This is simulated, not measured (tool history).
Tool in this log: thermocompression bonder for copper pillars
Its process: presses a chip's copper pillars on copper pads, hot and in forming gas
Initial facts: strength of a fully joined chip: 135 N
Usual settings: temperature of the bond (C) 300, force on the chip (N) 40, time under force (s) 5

run	hour	temperature of the bond (C)	force on the chip (N)	time under force (s)	force that shears a chip off (N)
1	0	300	40	5	47
2	41.2	300	40	5	46.7
3	75.1	300	40	5	46.3
4	113	300	40	5	46.8
# hour 141.4: forming gas filter changed
5	153.1	300	40	5	49.9
6	198.4	300	40	5	48.5
7	227.1	300	40	5	48.4
8	276.3	300	40	5	48.4
9	327.1	300	40	5	48
10	374.1	300	40	5	47.3
11	401.6	300	40	11	63.3
# hour 431.8: forming gas filter changed
12	431.8	300	40	3	40.7
13	458.1	300	40	3	40.1
14	486.8	300	40	5	49.5
15	510	300	40	5	48.8
16	541.3	300	40	5	49.2
17	566.3	300	40	5	49.7
18	591.6	300	40	7	54.2
19	613.7	300	39	7	53.6
20	664.5	300	39	7	54.4
21	701.3	279	25	8	35.5
# hour 725.2: forming gas filter changed
22	725.2	279	25	8	38.7
23	754.9	314	32	4	45.1
24	801.5	283	45	5	45
25	830.4	313	35	4	46.8
26	859.7	322	38	7	65.3
27	881.8	284	38	7	47.1
28	906.4	305	35	5	48.4
29	928.4	285	25	5	32.4
30	978.1	317	30	11	63.7
# hour 1017.4: forming gas filter changed
31	1022.1	317	30	11	67.4
32	1070.7	286	36	3	33.8
33	1093.6	305	35	5	49.4
34	1122.7	280	40	4	37.7
35	1157.3	280	40	4	37.5
36	1205.4	280	36	4	35.8
37	1254.1	282	29	7	39.4
38	1281.9	280	37	11	52.1
# hour 1309.6: forming gas filter changed
39	1334.9	280	25	5	31.8

Difference, measured minus no-hidden-state, one row per run. Run-to-run variation is common to both terms; the gauge's own scatter need not be:
Hidden state present: true temperature of the bond over the reading, C; force that reaches the chip, % of what is set; oxide that the forming gas leaves, % of the face; drift of the gauge itself on shear_n, %.
run	force that shears a chip off (N)
1	-1.5
2	-1.9
3	-2.3
4	-2.7
5	+0.5
6	+0.1
7	-0.3
8	-0.9
9	-1.4
10	-1.8
11	-3.1
12	+0.9
13	+0.6
14	+0.4
15	+0.2
16	-0.2
17	-0.5
18	-0.9
19	-1.1
20	-1.8
21	-1.3
22	+1.4
23	+1
24	+0.8
25	+0.3
26	-0.3
27	+0
28	-0.5
29	-0.3
30	-2.2
31	+2
32	+1.1
33	+1.1
34	+0.9
35	+0.6
36	+0.2
37	-0.2
38	-0.9
39	+1.6

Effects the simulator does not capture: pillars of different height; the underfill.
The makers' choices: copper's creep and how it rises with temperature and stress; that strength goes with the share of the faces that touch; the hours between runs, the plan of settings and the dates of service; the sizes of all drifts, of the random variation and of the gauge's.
